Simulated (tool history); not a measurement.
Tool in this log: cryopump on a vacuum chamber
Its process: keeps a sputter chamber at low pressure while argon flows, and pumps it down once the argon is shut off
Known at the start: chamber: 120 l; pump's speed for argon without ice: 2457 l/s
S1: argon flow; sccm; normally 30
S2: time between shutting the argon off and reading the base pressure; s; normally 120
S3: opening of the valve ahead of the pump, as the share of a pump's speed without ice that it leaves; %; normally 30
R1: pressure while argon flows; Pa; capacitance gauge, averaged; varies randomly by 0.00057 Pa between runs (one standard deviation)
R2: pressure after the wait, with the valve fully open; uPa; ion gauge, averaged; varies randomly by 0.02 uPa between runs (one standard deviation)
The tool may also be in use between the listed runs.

{"run": 1, "day": 0.0, "S1": 30, "S2": 120, "S3": 30, "R1": 0.0685, "R2": 1.21}
{"run": 2, "day": 1.138, "S1": 30, "S2": 120, "S3": 30, "R1": 0.0684, "R2": 1.19}
{"run": 3, "day": 2.342, "S1": 30, "S2": 120, "S3": 30, "R1": 0.0702, "R2": 1.24}
{"run": 4, "day": 3.396, "S1": 30, "S2": 120, "S3": 30, "R1": 0.0693, "R2": 1.28}
{"run": 5, "day": 4.304, "S1": 30, "S2": 120, "S3": 30, "R1": 0.0703, "R2": 1.26}
{"run": 6, "day": 5.6, "S1": 30, "S2": 235, "S3": 30, "R1": 0.0705, "R2": 1.24}
{"run": 7, "day": 6.662, "S1": 30, "S2": 235, "S3": 40, "R1": 0.0528, "R2": 1.2}
{"run": 8, "day": 7.388, "S1": 15, "S2": 120, "S3": 30, "R1": 0.0349, "R2": 1.38}
{"run": 9, "day": 8.054, "S1": 15, "S2": 120, "S3": 30, "R1": 0.0354, "R2": 1.36}
{"run": 10, "day": 9.425, "S1": 15, "S2": 120, "S3": 30, "R1": 0.0352, "R2": 1.42}
{"run": 11, "day": 10.192, "S1": 15, "S2": 120, "S3": 30, "R1": 0.0356, "R2": 1.42}
{"run": 12, "day": 11.046, "S1": 30, "S2": 120, "S3": 30, "R1": 0.0718, "R2": 1.37}
{"run": 13, "day": 12.233, "S1": 30, "S2": 120, "S3": 30, "R1": 0.0724, "R2": 1.42}
{"run": 14, "day": 13.604, "S1": 30, "S2": 120, "S3": 30, "R1": 0.0724, "R2": 1.47}
{"run": 15, "day": 14.283, "S1": 30, "S2": 120, "S3": 30, "R1": 0.0719, "R2": 1.49}
{"run": 16, "day": 15.196, "S1": 30, "S2": 55, "S3": 30, "R1": 0.0731, "R2": 1.68}
{"run": 17, "day": 16.1, "S1": 30, "S2": 120, "S3": 30, "R1": 0.0734, "R2": 1.54}
{"run": 18, "day": 17.067, "S1": 30, "S2": 33, "S3": 16, "R1": 0.1327, "R2": 2.02}
{"run": 19, "day": 17.808, "S1": 44, "S2": 120, "S3": 34, "R1": 0.0953, "R2": 1.54}
{"run": 20, "day": 19.092, "S1": 44, "S2": 120, "S3": 34, "R1": 0.0966, "R2": 1.65}
{"run": 21, "day": 19.838, "S1": 44, "S2": 120, "S3": 34, "R1": 0.0974, "R2": 1.6}
{"run": 22, "day": 20.508, "S1": 33, "S2": 21, "S3": 30, "R1": 0.082, "R2": 2.46}
{"run": 23, "day": 21.296, "S1": 18, "S2": 163, "S3": 20, "R1": 0.0661, "R2": 1.64}
{"run": 24, "day": 22.188, "S1": 18, "S2": 93, "S3": 20, "R1": 0.0655, "R2": 1.76}
{"run": 25, "day": 23.479, "S1": 18, "S2": 93, "S3": 20, "R1": 0.0656, "R2": 1.82}
{"run": 26, "day": 24.358, "S1": 18, "S2": 93, "S3": 20, "R1": 0.0673, "R2": 1.86}
{"run": 27, "day": 25.242, "S1": 13, "S2": 150, "S3": 32, "R1": 0.0309, "R2": 1.83}
{"run": 28, "day": 26.633, "S1": 15, "S2": 285, "S3": 35, "R1": 0.0337, "R2": 1.76}
{"day": 27.146, "done": "leaking fittings of the chamber tightened, without venting"}
{"run": 29, "day": 27.796, "S1": 15, "S2": 285, "S3": 35, "R1": 0.0335, "R2": 0.27}
{"run": 30, "day": 28.354, "S1": 18, "S2": 150, "S3": 32, "R1": 0.044, "R2": 0.36}
{"run": 31, "day": 29.546, "S1": 18, "S2": 150, "S3": 32, "R1": 0.0441, "R2": 0.36}
{"day": 30.279, "done": "pump warmed up, emptied and cooled again"}
{"run": 32, "day": 30.879, "S1": 25, "S2": 30, "S3": 17, "R1": 0.102, "R2": 0.85}
{"run": 33, "day": 31.729, "S1": 18, "S2": 120, "S3": 30, "R1": 0.0417, "R2": 0.32}
{"run": 34, "day": 32.508, "S1": 18, "S2": 22, "S3": 35, "R1": 0.0368, "R2": 1.08}

Predict each of these 4 candidate next runs independently; none follows another, all start after run 34:
{"run": "A", "day": 33.267, "S1": 18, "S2": 127, "S3": 38, "R1": "?", "R2": "?"}
{"run": "B", "day": 33.267, "S1": 39, "S2": 144, "S3": 17, "R1": "?", "R2": "?"}
{"run": "C", "day": 33.267, "S1": 23, "S2": 22, "S3": 35, "R1": "?", "R2": "?"}
{"run": "D", "day": 33.267, "S1": 19, "S2": 22, "S3": 35, "R1": "?", "R2": "?"}

run=A R1=0.0335 R2=0.34
run=B R1=0.1618 R2=0.35
run=C R1=0.0464 R2=1.15
run=D R1=0.0375 R2=1.11
What these runs would have given with no unlogged condition in the tool:
run=A R1=0.0329 R2=0.27
run=B R1=0.1606 R2=0.28
run=C R1=0.0457 R2=1.08
run=D R1=0.0369 R2=1.04
